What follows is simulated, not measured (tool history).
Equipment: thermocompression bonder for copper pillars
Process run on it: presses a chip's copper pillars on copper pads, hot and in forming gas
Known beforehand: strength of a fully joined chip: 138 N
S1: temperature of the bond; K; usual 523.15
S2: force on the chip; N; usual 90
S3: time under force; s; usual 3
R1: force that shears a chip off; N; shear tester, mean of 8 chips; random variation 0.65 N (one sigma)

run   hour      S1   S2  S3    R1
  1    0.0  523.15   90   3  52.6
  2   67.8  523.15   90   2  43.3
  3  126.1  523.15   90   3  51.0
     135.1  -- forming gas filter changed
  4  174.2  523.15   90   3  51.7
  5  260.4  537.15   90   3  62.0
  6  326.6  523.15  113   3  56.6
  7  399.4  523.15  113   3  56.3
     474.8  -- forming gas filter changed
  8  482.9  523.15  113   3  59.7
     491.3  -- force cell calibrated
  9  542.6  531.15  107   3  63.8
 10  579.9  531.15   70   3  50.9
 11  628.3  531.15   70   3  50.7

Run by run, hidden condition taken away, random variation retained:
Unlogged tool condition in this case: true temperature of the bond over the reading, C; force that reaches the chip, % of what is set; oxide that the forming gas leaves, % of the face; drift of the gauge itself on shear_n, %.
run    R1
  1  55.4
  2  46.0
  3  54.5
  4  53.9
  5  65.0
  6  60.0
  7  60.2
  8  62.6
  9  66.2
 10  53.2
 11  53.3

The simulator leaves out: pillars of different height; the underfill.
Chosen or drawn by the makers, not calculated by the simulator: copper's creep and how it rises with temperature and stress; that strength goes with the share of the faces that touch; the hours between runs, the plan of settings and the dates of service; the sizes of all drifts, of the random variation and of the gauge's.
